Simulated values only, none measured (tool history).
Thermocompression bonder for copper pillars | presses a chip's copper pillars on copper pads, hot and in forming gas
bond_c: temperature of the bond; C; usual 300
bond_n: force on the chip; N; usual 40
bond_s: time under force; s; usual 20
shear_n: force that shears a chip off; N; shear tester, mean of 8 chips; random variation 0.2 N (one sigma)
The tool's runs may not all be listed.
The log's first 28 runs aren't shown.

run	day	bond_c	bond_n	bond_s	shear_n
29	9.012	275	42	12	28.6
30	9.346	275	42	12	28.3
31	9.575	311	24	14	34.0
32	9.833	302	31	33	50.1
33	10.079	300	26	11	28.2
34	10.388	300	26	11	28.2
35	10.642	270	45	35	42.5
36	10.929	309	59	13	58.5
37	11.167	309	59	13	58.1
38	11.467	301	35	11	35.5

5 ways to go on from here, each from the tool as it stands after run 38. What would each give?
# day 11.708: gauge calibrated
A	11.883	300	44	20	?
# day 11.708: gauge calibrated
B	11.883	301	43	13	?
# day 11.708: gauge calibrated
C	11.883	273	25	49	?
# day 11.708: gauge calibrated
D	11.883	291	25	26	?
# day 11.708: gauge calibrated
E	11.883	309	35	11	?

run	shear_n
A	52.1
B	44.6
C	34.4
D	34.8
E	40.7
Without the tool's hidden state the same runs would have given:
run	shear_n
A	52.2
B	44.6
C	34.5
D	34.9
E	40.8
